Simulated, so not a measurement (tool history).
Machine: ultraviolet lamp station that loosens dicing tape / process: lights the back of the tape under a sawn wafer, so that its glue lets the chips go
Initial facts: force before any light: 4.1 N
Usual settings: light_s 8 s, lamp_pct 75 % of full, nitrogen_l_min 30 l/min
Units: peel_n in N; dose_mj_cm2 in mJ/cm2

{"run": 1, "day": 0.0, "light_s": 8, "lamp_pct": 75, "nitrogen_l_min": 30, "peel_n": 0.459, "dose_mj_cm2": 186}
{"run": 2, "day": 3.258, "light_s": 8, "lamp_pct": 75, "nitrogen_l_min": 30, "peel_n": 0.457, "dose_mj_cm2": 187}
{"run": 3, "day": 6.188, "light_s": 8, "lamp_pct": 75, "nitrogen_l_min": 30, "peel_n": 0.461, "dose_mj_cm2": 187}
{"run": 4, "day": 8.362, "light_s": 8, "lamp_pct": 75, "nitrogen_l_min": 30, "peel_n": 0.464, "dose_mj_cm2": 190}
{"run": 5, "day": 10.383, "light_s": 8, "lamp_pct": 75, "nitrogen_l_min": 30, "peel_n": 0.452, "dose_mj_cm2": 187}
{"run": 6, "day": 12.662, "light_s": 8, "lamp_pct": 75, "nitrogen_l_min": 22, "peel_n": 0.523, "dose_mj_cm2": 190}
{"run": 7, "day": 16.196, "light_s": 8, "lamp_pct": 75, "nitrogen_l_min": 22, "peel_n": 0.528, "dose_mj_cm2": 192}
{"run": 8, "day": 17.8, "light_s": 8, "lamp_pct": 75, "nitrogen_l_min": 22, "peel_n": 0.501, "dose_mj_cm2": 185}
{"run": 9, "day": 20.208, "light_s": 15, "lamp_pct": 89, "nitrogen_l_min": 43, "peel_n": 0.086, "dose_mj_cm2": 421}
{"run": 10, "day": 22.429, "light_s": 15, "lamp_pct": 61, "nitrogen_l_min": 23, "peel_n": 0.215, "dose_mj_cm2": 291}
{"run": 11, "day": 24.958, "light_s": 15, "lamp_pct": 72, "nitrogen_l_min": 47, "peel_n": 0.106, "dose_mj_cm2": 336}
{"run": 12, "day": 28.446, "light_s": 6, "lamp_pct": 75, "nitrogen_l_min": 28, "peel_n": 0.788, "dose_mj_cm2": 142}
{"run": 13, "day": 31.571, "light_s": 15, "lamp_pct": 72, "nitrogen_l_min": 28, "peel_n": 0.139, "dose_mj_cm2": 335}
{"run": 14, "day": 33.608, "light_s": 15, "lamp_pct": 72, "nitrogen_l_min": 28, "peel_n": 0.138, "dose_mj_cm2": 334}
{"run": 15, "day": 36.662, "light_s": 15, "lamp_pct": 72, "nitrogen_l_min": 28, "peel_n": 0.13, "dose_mj_cm2": 336}
{"run": 16, "day": 39.333, "light_s": 15, "lamp_pct": 72, "nitrogen_l_min": 28, "peel_n": 0.135, "dose_mj_cm2": 338}

Withheld: 3 entries from between the runs. Position of each, and hidden state at the listed run before versus the listed run after:
Run 1 -> run 2: lamp changed (day 1.325)
  lamp's light, % of a new lamp's: 99.7 -> 100
Run 2 -> run 3: window cleaned of glue's vapour (day 4.533)
  light that the window lets through, % of a clean one's: 99.9 -> 100
Run 10 -> run 11: window cleaned of glue's vapour (day 23.533)
  lamp's light, % of a new lamp's: 99.9 -> 99.8; light that the window lets through, % of a clean one's: 99.9 -> 100

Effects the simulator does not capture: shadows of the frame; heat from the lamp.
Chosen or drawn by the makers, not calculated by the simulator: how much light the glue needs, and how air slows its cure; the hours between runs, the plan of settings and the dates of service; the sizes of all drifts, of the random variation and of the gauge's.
